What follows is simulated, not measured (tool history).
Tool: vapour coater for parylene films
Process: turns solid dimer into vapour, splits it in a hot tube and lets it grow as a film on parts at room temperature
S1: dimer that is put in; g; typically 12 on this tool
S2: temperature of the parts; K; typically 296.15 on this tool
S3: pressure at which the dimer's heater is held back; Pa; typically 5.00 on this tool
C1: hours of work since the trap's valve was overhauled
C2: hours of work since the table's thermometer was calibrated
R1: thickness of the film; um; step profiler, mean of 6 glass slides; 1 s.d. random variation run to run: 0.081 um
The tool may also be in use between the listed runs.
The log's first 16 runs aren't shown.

run,hour,S1,S2,S3,C1,C2,R1
17,177.4,12,296.15,11.99,355,20,7.77
18,192.3,12,296.15,11.99,368,33,7.74
19,204.2,12,296.15,11.99,379,44,7.71
20,215.0,12,296.15,11.99,389,54,7.69
# hour 223.1: table's thermometer calibrated, once more
21,230.7,12,293.15,3.13,402,7,10.60
22,242.9,6,290.15,9.14,412,17,4.83
23,255.7,5,296.15,5.00,424,29,3.59
24,270.2,12,294.15,7.96,437,42,8.55
25,281.7,6,292.15,9.40,447,52,4.44
# hour 289.1: trap's valve overhauled
26,293.7,6,292.15,9.40,4,59,5.01
27,308.9,12,305.15,10.11,17,72,6.42
28,318.6,22,292.15,10.11,26,81,17.90
29,330.3,12,297.15,2.32,36,91,10.71
30,339.4,7,296.15,2.30,44,99,6.39
31,353.7,8,296.15,4.84,57,112,6.50
32,360.0,12,299.15,3.53,63,117,9.03
33,372.6,18,298.15,10.35,74,129,11.93
34,379.8,11,297.15,11.27,80,135,7.44
35,386.2,11,297.15,11.27,86,141,7.37
36,401.6,9,306.15,3.11,100,154,5.71

Each row is a separate what-if for the run after 36, all from the same tool condition, not one after another. Results?
A,414.3,8,296.15,5.00,111,165,?
B,414.3,6,294.15,4.99,111,165,?
C,414.3,9,301.15,6.70,111,165,?
D,414.3,11,294.15,5.01,111,165,?

run,R1
A,6.40
B,5.17
C,5.65
D,9.44
Had the tool no hidden state, the same runs would have come out as:
run,R1
A,6.62
B,5.35
C,5.84
D,9.75
